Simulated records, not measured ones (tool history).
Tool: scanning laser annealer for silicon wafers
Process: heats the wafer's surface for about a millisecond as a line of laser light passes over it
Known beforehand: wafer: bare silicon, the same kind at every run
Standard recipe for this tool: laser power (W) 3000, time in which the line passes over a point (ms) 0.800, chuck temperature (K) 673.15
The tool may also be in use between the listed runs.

run,day,laser power (W),time in which the line passes over a point (ms),chuck temperature (K),highest temperature of the surface (K)
1,0.000,3000,0.800,673.15,1336.15
2,0.412,3000,0.800,673.15,1336.15
3,0.775,3000,0.800,673.15,1336.15
4,1.088,3000,0.800,673.15,1337.15
5,1.496,3000,0.800,673.15,1332.15
6,1.812,3000,0.800,673.15,1335.15
7,2.188,3241,0.800,673.15,1392.15
8,2.508,3241,0.800,673.15,1391.15
9,2.900,3241,0.800,673.15,1387.15
10,3.250,3241,0.590,673.15,1290.15
11,3.638,2900,0.800,673.15,1311.15
# day 3.854: window over the wafer cleaned
12,4.042,2900,0.800,673.15,1344.15
13,4.375,2900,0.800,673.15,1346.15
14,4.617,3000,0.701,673.15,1325.15
15,5.058,3000,0.701,673.15,1326.15
16,5.358,3000,0.701,673.15,1329.15
17,5.662,3000,0.800,673.15,1371.15
18,5.992,3000,0.800,673.15,1369.15
19,6.454,3000,0.800,673.15,1372.15
20,6.967,3000,0.800,673.15,1367.15
# day 7.204: optics aligned, line set to its width
21,7.633,3000,0.800,673.15,1365.15
22,8.171,2650,0.855,673.15,1303.15
23,8.704,3000,0.800,680.15,1375.15
24,9.188,3146,0.770,666.15,1381.15
# day 9.471: optics aligned, line set to its width, once more
25,9.808,3146,0.770,666.15,1388.15
26,10.121,3146,0.770,666.15,1392.15
27,10.500,3146,0.770,666.15,1390.15
28,10.771,3146,0.770,666.15,1391.15
29,11.100,3146,0.770,666.15,1395.15
30,11.471,2823,0.656,652.15,1250.15
31,11.904,2764,0.613,634.15,1200.15
32,12.204,3240,0.616,700.15,1371.15
33,12.679,3240,0.616,700.15,1372.15
34,13.204,3240,0.616,700.15,1369.15
35,13.538,3257,0.891,708.15,1514.15
36,13.888,3093,0.862,708.15,1458.15
37,14.283,3000,0.561,709.15,1300.15
38,14.758,3000,0.800,662.15,1362.15
39,15.012,3000,0.800,662.15,1366.15
40,15.308,2735,0.739,666.15,1279.15
41,15.825,2853,0.800,673.15,1338.15
42,16.125,2853,0.583,675.15,1241.15

Here are 3 independent what-if runs from the current tool condition. What would each one return?
A,16.550,3052,0.800,681.15,?
B,16.550,2853,0.626,675.15,?
C,16.550,2828,0.640,637.15,?

run,highest temperature of the surface (K)
A,1392.15
B,1259.15
C,1226.15
Had the tool no hidden state, the same runs would have come out as:
run,highest temperature of the surface (K)
A,1400.15
B,1266.15
C,1233.15

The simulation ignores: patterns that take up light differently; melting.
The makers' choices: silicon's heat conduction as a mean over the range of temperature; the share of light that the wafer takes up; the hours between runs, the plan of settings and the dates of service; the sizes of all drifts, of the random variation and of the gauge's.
